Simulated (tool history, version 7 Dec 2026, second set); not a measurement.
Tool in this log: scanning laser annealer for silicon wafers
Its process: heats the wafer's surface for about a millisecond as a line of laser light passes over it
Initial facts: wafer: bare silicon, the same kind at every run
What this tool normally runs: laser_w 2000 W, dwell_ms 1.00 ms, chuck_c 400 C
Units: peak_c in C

| run | hour | laser_w | dwell_ms | chuck_c | peak_c |
|---|---|---|---|---|---|
| 1 | 0.0 | 2000 | 1.00 | 400 | 1082 |
| 2 | 21.7 | 1826 | 1.00 | 400 | 1018 |
| 3 | 38.1 | 2000 | 1.00 | 400 | 1081 |
| 4 | 54.9 | 2000 | 1.00 | 400 | 1083 |
| 5 | 76.3 | 2000 | 1.00 | 425 | 1103 |
| 6 | 99.0 | 1788 | 1.00 | 425 | 1027 |
| 7 | 111.9 | 2000 | 1.23 | 400 | 1165 |
| 8 | 129.0 | 2000 | 1.00 | 388 | 1068 |
| 9 | 147.6 | 2000 | 1.00 | 408 | 1087 |
| 10 | 170.8 | 2000 | 1.00 | 408 | 1084 |
| 11 | 193.8 | 2000 | 1.00 | 408 | 1085 |
| 12 | 213.8 | 2000 | 1.00 | 408 | 1085 |
| 13 | 236.5 | 2000 | 1.00 | 408 | 1088 |
| 14 | 254.2 | 2000 | 0.88 | 408 | 1042 |
| 15 | 273.9 | 2000 | 0.88 | 408 | 1038 |
| 16 | 298.7 | 2000 | 0.88 | 408 | 1035 |
| 17 | 323.1 | 2000 | 1.00 | 400 | 1076 |
| 18 | 335.9 | 2000 | 1.00 | 400 | 1075 |
| 19 | 348.5 | 2000 | 1.00 | 400 | 1073 |
| 20 | 370.0 | 2000 | 1.00 | 378 | 1047 |
| 21 | 384.0 | 2000 | 1.00 | 439 | 1110 |
| 22 | 413.0 | 2040 | 1.00 | 398 | 1092 |
| 23 | 426.0 | 2000 | 0.83 | 400 | 1011 |
| 24 | 448.9 | 2000 | 0.83 | 400 | 1010 |
| 25 | 473.5 | 2136 | 0.73 | 400 | 1012 |
| 26 | 502.1 | 1919 | 1.00 | 400 | 1046 |
| 27 | 522.7 | 1919 | 1.00 | 400 | 1039 |
| 28 | 548.3 | 1919 | 1.00 | 400 | 1043 |
| 29 | 568.6 | 1919 | 1.00 | 400 | 1039 |
| 30 | 588.2 | 2000 | 1.00 | 404 | 1077 |
| 31 | 601.6 | 1924 | 0.97 | 413 | 1044 |
| 32 | 617.4 | 1774 | 0.77 | 395 | 901 |
| 33 | 633.7 | 1774 | 0.77 | 395 | 902 |
| 34 | 662.2 | 1737 | 1.10 | 433 | 1034 |
| 35 | 685.0 | 1737 | 1.10 | 433 | 1035 |
| 36 | 697.7 | 1737 | 1.10 | 433 | 1036 |
| 37 | 712.7 | 2118 | 1.08 | 417 | 1161 |
| 38 | 729.2 | 2182 | 1.05 | 400 | 1156 |
| 39 | 756.3 | 1890 | 0.96 | 382 | 993 |
| 40 | 774.4 | 1890 | 0.96 | 382 | 991 |
| 41 | 795.4 | 2000 | 0.83 | 364 | 962 |

Removed from this log: 2 entries logged between the listed runs. Between which two listed runs does each belong, and how does the tool's hidden state at the listed run before it compare with that at the listed run after it?
Runs 15 to 16: optics aligned, line set to its width (hour 280.5)
  light that passes the window, % of a clean one's: 95.98 -> 95.93; laser's true power over the reading, %: -0.09 -> -0.1; width of the line over the set one, %: 1.34 -> 1.72
  measured minus no-state result, peak_c: -35 -> -37 C
Runs 21 to 22: optics aligned, line set to its width, once more (hour 410.1)
  light that passes the window, % of a clean one's: 95.67 -> 95.6; width of the line over the set one, %: 1.92 -> 0.05
  measured minus no-state result, peak_c: -43 -> -37 C

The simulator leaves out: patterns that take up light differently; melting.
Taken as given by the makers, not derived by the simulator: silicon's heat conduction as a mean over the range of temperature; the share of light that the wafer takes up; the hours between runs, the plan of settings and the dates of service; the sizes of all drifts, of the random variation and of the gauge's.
